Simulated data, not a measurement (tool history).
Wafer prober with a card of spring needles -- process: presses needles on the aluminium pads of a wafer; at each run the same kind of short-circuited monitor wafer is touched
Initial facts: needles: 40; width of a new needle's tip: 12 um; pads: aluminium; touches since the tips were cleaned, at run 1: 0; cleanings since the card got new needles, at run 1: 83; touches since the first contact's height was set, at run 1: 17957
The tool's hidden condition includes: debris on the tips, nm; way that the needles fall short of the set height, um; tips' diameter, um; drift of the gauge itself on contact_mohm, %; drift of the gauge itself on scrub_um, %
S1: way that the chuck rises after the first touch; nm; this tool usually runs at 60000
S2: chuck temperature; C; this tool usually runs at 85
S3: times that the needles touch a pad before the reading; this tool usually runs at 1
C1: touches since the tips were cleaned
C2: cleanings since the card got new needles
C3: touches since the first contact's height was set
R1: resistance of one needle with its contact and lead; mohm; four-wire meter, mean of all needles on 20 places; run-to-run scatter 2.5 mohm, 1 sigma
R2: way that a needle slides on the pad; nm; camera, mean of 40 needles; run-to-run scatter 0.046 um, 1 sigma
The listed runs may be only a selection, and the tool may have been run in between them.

run	day	S1	S2	S3	C1	C2	C3	R1	R2
1	0.000	60000	85	1	0	83	17957	282	14940
# day 0.400: tips cleaned on abrasive film
# day 0.900: tips cleaned on abrasive film
# day 1.300: tips cleaned on abrasive film
# day 1.800: tips cleaned on abrasive film
# day 2.200: tips cleaned on abrasive film
2	2.217	60000	119	1	135	88	35167	297	14890
# day 2.617: tips cleaned on abrasive film
# day 3.017: tips cleaned on abrasive film
# day 3.517: tips cleaned on abrasive film
# day 4.012: tips cleaned on abrasive film
# day 4.512: tips cleaned on abrasive film
# day 4.967: tips cleaned on abrasive film
3	4.967	60000	119	1	0	94	56539	293	14720
# day 5.367: tips cleaned on abrasive film
# day 5.867: tips cleaned on abrasive film
# day 6.267: tips cleaned on abrasive film
4	6.475	60000	119	1	1644	97	68273	311	14720
# day 6.679: tips cleaned on abrasive film
# day 6.888: height of the first contact set anew
# day 7.192: tips cleaned on abrasive film
# day 7.688: tips cleaned on abrasive film
# day 8.088: tips cleaned on abrasive film
# day 8.588: tips cleaned on abrasive film
# day 8.988: tips cleaned on abrasive film
5	9.225	60000	119	1	1850	103	18149	322	14590
# day 9.425: tips cleaned on abrasive film
# day 9.825: tips cleaned on abrasive film
# day 10.325: tips cleaned on abrasive film
# day 10.825: tips cleaned on abrasive film
# day 11.325: tips cleaned on abrasive film
# day 11.825: tips cleaned on abrasive film
6	12.017	60000	119	1	1506	109	39835	314	14500
# day 12.317: tips cleaned on abrasive film
# day 12.817: tips cleaned on abrasive film
# day 13.217: tips cleaned on abrasive film
# day 13.717: tips cleaned on abrasive film
# day 14.117: tips cleaned on abrasive film
7	14.333	60000	119	1	1699	114	57832	315	14440
# day 14.533: tips cleaned on abrasive film
# day 14.933: tips cleaned on abrasive film
# day 15.433: tips cleaned on abrasive film
8	15.783	60000	119	2	2736	117	69106	308	14420
# day 15.883: tips cleaned on abrasive film
# day 15.996: height of the first contact set anew
# day 16.296: tips cleaned on abrasive film
# day 16.700: tips cleaned on abrasive film
9	17.079	60000	85	2	2995	120	8428	299	14990
# day 17.183: tips cleaned on abrasive film
# day 17.683: tips cleaned on abrasive film
# day 18.183: tips cleaned on abrasive film
# day 18.583: tips cleaned on abrasive film
# day 19.079: tips cleaned on abrasive film
10	19.467	60000	38	2	3012	125	26962	290	14930
# day 19.567: tips cleaned on abrasive film
# day 19.967: tips cleaned on abrasive film
# day 20.367: tips cleaned on abrasive film
# day 20.867: tips cleaned on abrasive film
# day 21.267: tips cleaned on abrasive film
# day 21.767: tips cleaned on abrasive film
11	22.158	60000	38	2	3072	131	47885	291	14840
# day 22.262: tips cleaned on abrasive film
# day 22.662: tips cleaned on abrasive film
# day 23.162: tips cleaned on abrasive film
# day 23.658: tips cleaned on abrasive film
# day 24.158: tips cleaned on abrasive film
# day 24.467: height of the first contact set anew, once more
# day 24.571: tips cleaned on abrasive film
12	24.717	60000	38	1	1125	137	1902	295	14970
# day 25.017: tips cleaned on abrasive film
# day 25.517: tips cleaned on abrasive film
# day 26.017: tips cleaned on abrasive film
# day 26.417: tips cleaned on abrasive film
13	26.417	60000	38	1	0	141	15106	274	14920
# day 26.817: tips cleaned on abrasive film
# day 27.217: tips cleaned on abrasive film
# day 27.617: tips cleaned on abrasive film
# day 28.021: tips cleaned on abrasive film
14	28.250	66000	85	1	1809	145	29350	305	16350
# day 28.450: tips cleaned on abrasive film
# day 28.850: tips cleaned on abrasive film
# day 29.350: tips cleaned on abrasive film
# day 29.750: tips cleaned on abrasive film
# day 30.250: tips cleaned on abrasive film
# day 30.650: tips cleaned on abrasive film
15	30.983	50000	108	1	2614	151	50591	335	12330
# day 31.088: tips cleaned on abrasive film
# day 31.588: tips cleaned on abrasive film
# day 32.083: tips cleaned on abrasive film
# day 32.483: tips cleaned on abrasive film
# day 32.983: tips cleaned on abrasive film
# day 33.383: tips cleaned on abrasive film
16	33.542	60000	85	3	1227	157	70446	291	14690
# day 33.654: height of the first contact set anew
# day 33.854: tips cleaned on abrasive film
# day 34.354: tips cleaned on abrasive film
# day 34.854: tips cleaned on abrasive film
# day 35.254: tips cleaned on abrasive film
# day 35.754: tips cleaned on abrasive film
# day 36.250: tips cleaned on abrasive film
17	36.454	60000	85	3	1604	163	21783	290	14880
# day 36.658: tips cleaned on abrasive film
# day 37.058: tips cleaned on abrasive film
# day 37.558: tips cleaned on abrasive film
18	37.754	60000	31	2	1553	166	31872	283	14940
# day 37.958: tips cleaned on abrasive film
# day 38.458: tips cleaned on abrasive film
# day 38.858: tips cleaned on abrasive film
# day 39.354: tips cleaned on abrasive film
# day 39.754: tips cleaned on abrasive film
# day 40.254: tips cleaned on abrasive film
19	40.271	52000	85	2	115	172	51389	289	12740
# day 40.671: tips cleaned on abrasive film
# day 41.071: tips cleaned on abrasive film
# day 41.567: tips cleaned on abrasive film
# day 41.967: tips cleaned on abrasive film
20	42.071	55000	54	1	796	176	65375	298	13510
# day 42.467: tips cleaned on abrasive film
# day 42.775: height of the first contact set anew
# day 42.979: tips cleaned on abrasive film
# day 43.479: tips cleaned on abrasive film
# day 43.975: tips cleaned on abrasive film
# day 44.375: tips cleaned on abrasive film
# day 44.875: tips cleaned on abrasive film
21	45.029	79000	28	1	1196	182	17495	280	19700
# day 45.329: tips cleaned on abrasive film
# day 45.729: tips cleaned on abrasive film
# day 46.129: tips cleaned on abrasive film
# day 46.629: tips cleaned on abrasive film
# day 47.129: tips cleaned on abrasive film
# day 47.529: tips cleaned on abrasive film
22	47.804	47000	84	1	2178	188	39077	329	11550
# day 48.008: tips cleaned on abrasive film
# day 48.408: tips cleaned on abrasive film
# day 48.908: tips cleaned on abrasive film
# day 49.308: tips cleaned on abrasive film
# day 49.808: tips cleaned on abrasive film
# day 50.258: tips cleaned on abrasive film
23	50.258	48000	85	1	0	194	58118	293	11830

Branching from run 23: 4 alternative next runs. What would each branch give?
# day 50.758: tips cleaned on abrasive film
# day 51.258: tips cleaned on abrasive film
# day 51.758: tips cleaned on abrasive film
A	51.821	54000	93	1	512	197	70271	?	?
# day 50.758: tips cleaned on abrasive film
# day 51.258: tips cleaned on abrasive film
# day 51.758: tips cleaned on abrasive film
B	51.821	71000	40	2	512	197	70271	?	?
# day 50.758: tips cleaned on abrasive film
# day 51.258: tips cleaned on abrasive film
# day 51.758: tips cleaned on abrasive film
C	51.821	48000	106	1	512	197	70271	?	?
# day 50.758: tips cleaned on abrasive film
# day 51.258: tips cleaned on abrasive film
# day 51.758: tips cleaned on abrasive film
D	51.821	60000	36	1	512	197	70271	?	?

run	R1	R2
A	302	13230
B	278	17450
C	314	11740
D	284	14710
What these runs would have given with no unlogged condition in the tool:
run	R1	R2
A	285	13490
B	271	17710
C	294	11990
D	269	14960

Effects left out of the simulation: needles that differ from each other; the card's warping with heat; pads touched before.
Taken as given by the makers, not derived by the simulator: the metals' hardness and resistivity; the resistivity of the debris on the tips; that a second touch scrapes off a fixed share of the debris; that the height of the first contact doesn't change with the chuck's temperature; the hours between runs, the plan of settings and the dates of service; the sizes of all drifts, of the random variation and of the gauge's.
